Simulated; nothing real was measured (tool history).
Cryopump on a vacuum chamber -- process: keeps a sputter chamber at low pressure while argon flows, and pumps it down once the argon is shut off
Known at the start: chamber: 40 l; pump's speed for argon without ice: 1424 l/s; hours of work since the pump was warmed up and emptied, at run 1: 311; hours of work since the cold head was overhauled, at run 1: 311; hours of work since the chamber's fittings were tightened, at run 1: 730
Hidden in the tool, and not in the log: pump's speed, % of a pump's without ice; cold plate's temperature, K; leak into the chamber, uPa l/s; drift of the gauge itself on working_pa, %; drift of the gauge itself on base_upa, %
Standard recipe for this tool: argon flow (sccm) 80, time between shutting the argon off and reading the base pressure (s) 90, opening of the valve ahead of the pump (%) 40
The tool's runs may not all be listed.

run,day,argon flow (sccm),time between shutting the argon off and reading the base pressure (s),opening of the valve ahead of the pump (%),hours of work since the pump was warmed up and emptied,hours of work since the cold head was overhauled,hours of work since the chamber's fittings were tightened,pressure while argon flows (Pa),pressure after the wait (uPa)
1,0.000,80,90,40,311,311,730,0.2452,2.61
2,1.017,80,90,46,328,328,747,0.2166,2.59
3,2.317,80,90,46,350,350,769,0.2162,2.61
4,3.429,80,21,46,368,368,788,0.2179,6.36
5,4.788,80,26,40,391,391,810,0.2459,5.58
6,6.067,80,26,40,413,413,832,0.2485,5.49
7,6.838,36,26,40,425,425,845,0.1112,5.37
8,8.104,36,26,40,447,447,866,0.1118,5.60
9,9.300,36,26,40,467,467,886,0.1132,5.70
10,10.662,39,90,40,489,489,909,0.1229,3.01
11,11.925,87,90,40,510,510,930,0.2743,2.96
12,13.308,80,90,21,534,534,953,0.4678,3.11
13,14.288,80,27,21,550,550,969,0.4717,5.75
14,14.912,80,27,21,560,560,980,0.4665,5.63
15,15.721,80,27,44,574,574,993,0.2326,5.72
16,16.717,80,159,44,591,591,1010,0.2333,2.72
17,17.704,80,159,44,607,607,1026,0.2346,2.72
18,18.650,80,159,44,623,623,1042,0.2361,2.83
19,19.350,80,90,39,635,635,1054,0.2625,3.39
20,20.633,47,244,40,656,656,1075,0.1494,2.77
21,21.488,59,34,28,670,670,1090,0.2626,5.21
# day 22.767: pump warmed up, emptied and cooled again
22,22.767,59,34,28,0,688,1108,0.2512,4.90
23,23.717,80,90,23,16,704,1123,0.4167,3.16
24,24.888,36,148,41,35,724,1143,0.1058,2.65
25,26.071,36,148,41,55,743,1163,0.1051,2.74
26,27.079,36,148,41,72,760,1180,0.1057,2.79
27,28.129,36,148,41,90,778,1197,0.1055,2.80
28,28.996,45,57,39,104,792,1212,0.1392,3.95
29,29.842,45,57,39,118,806,1226,0.1409,4.03
30,31.288,86,59,43,142,831,1250,0.2446,3.95
31,32.450,86,59,43,162,850,1269,0.2437,3.88
32,33.375,84,74,33,177,865,1285,0.3097,3.67
33,34.483,153,172,40,196,884,1303,0.4680,2.89
34,35.312,153,172,40,210,898,1317,0.4705,3.01

Below are 4 alternative next runs, each starting from the tool's condition after run 34. Predict each:
A,35.938,128,28,43,220,908,1328,?,?
B,35.938,136,275,55,220,908,1328,?,?
C,35.938,71,90,40,220,908,1328,?,?
D,35.938,61,172,40,220,908,1328,?,?

run,pressure while argon flows (Pa),pressure after the wait (uPa)
A,0.3627,5.94
B,0.3079,2.83
C,0.2176,3.51
D,0.1859,2.92
Without the tool's hidden state the same runs would have given:
run,pressure while argon flows (Pa),pressure after the wait (uPa)
A,0.3509,3.73
B,0.2952,0.56
C,0.2110,1.31
D,0.1802,0.74
